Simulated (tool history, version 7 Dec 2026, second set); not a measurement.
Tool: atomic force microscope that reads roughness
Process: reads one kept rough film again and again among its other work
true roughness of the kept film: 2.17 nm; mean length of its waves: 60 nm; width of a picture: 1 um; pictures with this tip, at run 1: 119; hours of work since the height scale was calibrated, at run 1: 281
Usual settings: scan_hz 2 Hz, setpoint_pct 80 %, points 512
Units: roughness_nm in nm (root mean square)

run	hour	scan_hz	setpoint_pct	points	pictures with this tip	hours of work since the height scale was calibrated	roughness_nm
1	0	2	80	512	119	281	1.944
2	22.2	2	80	512	145	291	1.931
3	38.2	2	80	512	164	298	1.929
4	66.2	2	80	512	196	311	1.926
5	84.9	2	80	512	218	320	1.911
# hour 87.3: new tip fitted
6	108.5	2	80	512	25	330	1.979
7	136.5	2	80	512	57	343	1.969
8	157.9	1.27	80	512	82	352	1.994
9	179.9	2	80	512	107	362	1.947
10	196.7	2	80	512	127	370	1.942
11	224.5	2	80	512	159	383	1.924
12	244.4	2	63	338	182	392	1.998
13	270.7	2.44	81	788	213	404	1.865
# hour 278.8: new tip fitted
14	290.1	0.58	81	423	14	412	2.075
15	302.8	0.58	81	423	28	418	2.069
16	327.4	2.32	81	367	57	429	1.933
17	345	2.32	81	367	77	437	1.92
18	366.6	2.99	84	283	102	447	1.838

The next listed run, before its measurement:
19	393.2	2.99	84	283	133	459	?

roughness_nm: 1.826 nm (root mean square)
Without the tool's hidden state the same run would have given roughness_nm 1.878 nm (root mean square).

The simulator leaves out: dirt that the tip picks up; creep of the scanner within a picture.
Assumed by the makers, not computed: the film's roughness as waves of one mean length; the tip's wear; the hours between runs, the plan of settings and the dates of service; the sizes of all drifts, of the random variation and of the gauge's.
